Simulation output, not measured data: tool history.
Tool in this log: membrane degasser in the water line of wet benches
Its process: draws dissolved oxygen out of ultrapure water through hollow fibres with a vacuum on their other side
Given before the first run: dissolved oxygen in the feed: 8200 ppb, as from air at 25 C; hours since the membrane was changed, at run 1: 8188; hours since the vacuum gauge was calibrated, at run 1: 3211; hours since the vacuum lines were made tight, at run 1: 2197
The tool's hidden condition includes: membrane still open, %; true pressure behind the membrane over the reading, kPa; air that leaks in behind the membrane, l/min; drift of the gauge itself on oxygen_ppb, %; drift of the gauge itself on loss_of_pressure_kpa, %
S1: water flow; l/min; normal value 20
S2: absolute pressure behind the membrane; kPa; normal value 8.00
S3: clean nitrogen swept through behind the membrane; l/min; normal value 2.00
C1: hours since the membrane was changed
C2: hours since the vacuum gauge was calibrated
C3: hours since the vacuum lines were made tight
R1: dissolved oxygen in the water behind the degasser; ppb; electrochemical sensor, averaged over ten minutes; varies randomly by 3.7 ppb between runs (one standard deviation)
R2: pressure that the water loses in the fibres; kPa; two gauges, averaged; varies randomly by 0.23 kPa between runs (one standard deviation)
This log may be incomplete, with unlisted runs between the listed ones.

{"run": 1, "hour": 0.0, "S1": 20, "S2": 8.0, "S3": 2.0, "C1": 8188, "C2": 3211, "C3": 2197, "R1": 405.5, "R2": 58.18}
{"hour": 188.1, "done": "vacuum gauge calibrated"}
{"run": 2, "hour": 252.0, "S1": 20, "S2": 8.0, "S3": 2.0, "C1": 8439, "C2": 64, "C3": 2449, "R1": 401.5, "R2": 57.93}
{"run": 3, "hour": 493.9, "S1": 20, "S2": 8.0, "S3": 2.0, "C1": 8681, "C2": 306, "C3": 2691, "R1": 400.8, "R2": 58.0}
{"run": 4, "hour": 724.0, "S1": 20, "S2": 8.0, "S3": 2.0, "C1": 8911, "C2": 536, "C3": 2921, "R1": 399.2, "R2": 57.79}
{"run": 5, "hour": 860.6, "S1": 20, "S2": 8.0, "S3": 2.0, "C1": 9048, "C2": 673, "C3": 3057, "R1": 401.6, "R2": 57.67}
{"run": 6, "hour": 1097.0, "S1": 20, "S2": 8.0, "S3": 2.0, "C1": 9284, "C2": 909, "C3": 3294, "R1": 410.9, "R2": 58.42}
{"run": 7, "hour": 1305.8, "S1": 20, "S2": 8.0, "S3": 2.0, "C1": 9493, "C2": 1118, "C3": 3503, "R1": 405.2, "R2": 58.03}
{"run": 8, "hour": 1470.8, "S1": 20, "S2": 8.0, "S3": 2.0, "C1": 9658, "C2": 1283, "C3": 3668, "R1": 402.6, "R2": 58.38}
{"run": 9, "hour": 1786.2, "S1": 20, "S2": 8.0, "S3": 2.0, "C1": 9973, "C2": 1598, "C3": 3983, "R1": 403.8, "R2": 58.24}
{"run": 10, "hour": 1976.3, "S1": 20, "S2": 8.0, "S3": 2.0, "C1": 10163, "C2": 1788, "C3": 4173, "R1": 413.3, "R2": 57.85}
{"run": 11, "hour": 2193.2, "S1": 20, "S2": 8.0, "S3": 2.0, "C1": 10380, "C2": 2005, "C3": 4390, "R1": 407.0, "R2": 58.5}
{"run": 12, "hour": 2456.7, "S1": 20, "S2": 8.0, "S3": 2.0, "C1": 10644, "C2": 2269, "C3": 4654, "R1": 410.2, "R2": 57.94}
{"hour": 2472.0, "done": "seals of the vacuum lines changed"}
{"run": 13, "hour": 2587.2, "S1": 20, "S2": 8.0, "S3": 2.0, "C1": 10772, "C2": 2397, "C3": 115, "R1": 411.8, "R2": 58.32}
{"run": 14, "hour": 2793.0, "S1": 20, "S2": 8.0, "S3": 2.0, "C1": 10978, "C2": 2603, "C3": 321, "R1": 409.7, "R2": 58.97}
{"run": 15, "hour": 2970.2, "S1": 20, "S2": 8.0, "S3": 2.0, "C1": 11155, "C2": 2780, "C3": 498, "R1": 411.6, "R2": 58.57}
{"run": 16, "hour": 3201.8, "S1": 20, "S2": 8.0, "S3": 2.0, "C1": 11387, "C2": 3012, "C3": 730, "R1": 407.3, "R2": 58.62}
{"run": 17, "hour": 3410.5, "S1": 20, "S2": 10.94, "S3": 0.84, "C1": 11596, "C2": 3220, "C3": 939, "R1": 679.4, "R2": 58.68}
{"run": 18, "hour": 3545.3, "S1": 15, "S2": 5.57, "S3": 1.11, "C1": 11730, "C2": 3355, "C3": 1073, "R1": 240.6, "R2": 43.71}
{"hour": 3581.4, "done": "vacuum gauge calibrated"}
{"run": 19, "hour": 3788.2, "S1": 17, "S2": 5.51, "S3": 3.2, "C1": 11973, "C2": 207, "C3": 1316, "R1": 249.7, "R2": 49.92}
{"run": 20, "hour": 4073.4, "S1": 16, "S2": 8.0, "S3": 2.58, "C1": 12258, "C2": 492, "C3": 1601, "R1": 263.3, "R2": 46.99}
{"run": 21, "hour": 4366.0, "S1": 16, "S2": 8.0, "S3": 2.58, "C1": 12551, "C2": 785, "C3": 1894, "R1": 262.5, "R2": 47.15}
{"run": 22, "hour": 4643.1, "S1": 16, "S2": 8.0, "S3": 2.58, "C1": 12828, "C2": 1062, "C3": 2171, "R1": 263.2, "R2": 46.99}
{"run": 23, "hour": 4920.7, "S1": 14, "S2": 18.46, "S3": 2.24, "C1": 13105, "C2": 1339, "C3": 2448, "R1": 361.6, "R2": 41.15}
{"hour": 5061.1, "done": "membrane cartridge changed"}
{"run": 24, "hour": 5087.1, "S1": 32, "S2": 17.05, "S3": 2.24, "C1": 26, "C2": 1502, "C3": 2611, "R1": 1017.6, "R2": 90.07}
{"run": 25, "hour": 5303.8, "S1": 32, "S2": 5.14, "S3": 1.82, "C1": 243, "C2": 1718, "C3": 2827, "R1": 708.5, "R2": 89.97}
{"run": 26, "hour": 5492.7, "S1": 20, "S2": 18.16, "S3": 0.97, "C1": 432, "C2": 1907, "C3": 3016, "R1": 871.4, "R2": 55.88}
{"run": 27, "hour": 5805.2, "S1": 23, "S2": 10.71, "S3": 5.53, "C1": 744, "C2": 2220, "C3": 3329, "R1": 429.5, "R2": 64.7}
{"run": 28, "hour": 5988.2, "S1": 23, "S2": 10.71, "S3": 5.53, "C1": 927, "C2": 2403, "C3": 3512, "R1": 426.8, "R2": 65.03}
{"run": 29, "hour": 6175.2, "S1": 20, "S2": 5.93, "S3": 0.85, "C1": 1114, "C2": 2590, "C3": 3699, "R1": 410.1, "R2": 56.06}
{"run": 30, "hour": 6342.3, "S1": 20, "S2": 5.93, "S3": 0.85, "C1": 1281, "C2": 2757, "C3": 3866, "R1": 407.8, "R2": 56.15}
{"run": 31, "hour": 6469.5, "S1": 22, "S2": 8.0, "S3": 1.12, "C1": 1408, "C2": 2884, "C3": 3993, "R1": 518.8, "R2": 62.15}
{"run": 32, "hour": 6618.3, "S1": 19, "S2": 5.78, "S3": 4.45, "C1": 1557, "C2": 3033, "C3": 4142, "R1": 267.5, "R2": 53.39}

3 ways to go on from here, each from the tool as it stands after run 32. What would each give?
{"run": "A", "hour": 6750.8, "S1": 13, "S2": 18.86, "S3": 1.02, "C1": 1690, "C2": 3165, "C3": 4274, "R1": "?", "R2": "?"}
{"run": "B", "hour": 6750.8, "S1": 31, "S2": 9.67, "S3": 1.26, "C1": 1690, "C2": 3165, "C3": 4274, "R1": "?", "R2": "?"}
{"run": "C", "hour": 6750.8, "S1": 20, "S2": 8.76, "S3": 2.0, "C1": 1690, "C2": 3165, "C3": 4274, "R1": "?", "R2": "?"}

run=A R1=532.9 R2=36.36
run=B R1=924.6 R2=88.17
run=C R1=397.2 R2=56.68
What these runs would have given with no unlogged condition in the tool:
run=A R1=525.8 R2=36.12
run=B R1=909.9 R2=87.59
run=C R1=388.7 R2=56.31
